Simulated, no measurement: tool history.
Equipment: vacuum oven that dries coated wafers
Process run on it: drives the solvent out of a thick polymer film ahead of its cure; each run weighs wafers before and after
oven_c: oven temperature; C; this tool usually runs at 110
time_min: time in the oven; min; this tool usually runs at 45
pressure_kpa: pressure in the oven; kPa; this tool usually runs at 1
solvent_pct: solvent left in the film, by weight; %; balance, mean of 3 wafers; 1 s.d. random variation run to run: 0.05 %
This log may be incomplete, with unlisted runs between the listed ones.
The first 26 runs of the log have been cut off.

run,hour,oven_c,time_min,pressure_kpa,solvent_pct
27,518.4,122,75,3.47,1.63
28,530.8,110,49,1,3.12
# hour 534.6: vacuum gauge cleaned of residue and calibrated
29,544.8,107,45,1,4.66
30,559,107,45,1,4.8
31,574,110,59,0.56,2.08
32,586.7,104,59,2.09,5.19
33,609.5,110,31,1,5.65
34,626.8,110,31,1,5.66
35,650.7,110,31,1,5.72
# hour 656.5: vacuum gauge cleaned of residue and calibrated, once more
36,675.6,120,27,2.71,3.79
37,693.1,121,42,1.28,1.29
38,713.3,121,42,1.28,1.23
39,734,107,39,3.38,6.99
40,755.4,108,48,0.56,3.7
41,778,108,48,0.56,3.82

Each row is a separate what-if for the run after 41, all from the same tool condition, not one after another. Results?
A,791,111,50,0.56,?
B,791,108,59,0.56,?
C,791,113,45,0.87,?
D,791,110,26,1,?

run,solvent_pct
A,2.53
B,2.69
C,2.61
D,6.89
What these runs would have given with no unlogged condition in the tool:
run,solvent_pct
A,2.15
B,2.29
C,2.24
D,6.34

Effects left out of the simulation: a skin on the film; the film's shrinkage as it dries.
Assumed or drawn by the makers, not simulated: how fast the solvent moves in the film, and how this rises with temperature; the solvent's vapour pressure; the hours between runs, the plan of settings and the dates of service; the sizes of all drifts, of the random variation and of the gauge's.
